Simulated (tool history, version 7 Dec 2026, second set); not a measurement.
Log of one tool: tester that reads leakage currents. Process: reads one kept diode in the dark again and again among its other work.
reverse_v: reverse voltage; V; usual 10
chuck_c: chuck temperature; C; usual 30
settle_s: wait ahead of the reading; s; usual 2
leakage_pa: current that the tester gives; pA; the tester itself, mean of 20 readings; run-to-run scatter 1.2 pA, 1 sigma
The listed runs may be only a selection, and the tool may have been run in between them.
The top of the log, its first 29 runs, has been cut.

run,hour,reverse_v,chuck_c,settle_s,leakage_pa
30,684,10.3,33,4.57,523.56
31,703.8,1.3,30,0.59,182.95
32,729,8.1,33,1.95,481.72
33,743.1,8.1,46,0.33,1497.95
34,769.6,8.1,46,0.33,1494.62
35,794.2,8.1,46,0.33,1505.11
36,825,8.1,51,0.48,2256.54
37,840.5,9.1,30,2,382.38
38,873.1,18.5,20,0.36,201.82
39,898.6,10,30,2.13,394.9
40,917.1,10,30,2.13,393.62

Each row is a separate what-if for the run after 40, all from the same tool condition, not one after another. Results?
A,939.7,9.6,40,2.13,?
B,939.7,1.4,22,5.69,?
C,939.7,10,30,1.51,?
D,939.7,18.3,29,1.8,?

run,leakage_pa
A,954.86
B,87.47
C,393.03
D,451.77
Take away the tool's hidden state, keep each run's random variation, and the runs would have read:
run,leakage_pa
A,953.54
B,87.34
C,392.44
D,451.07
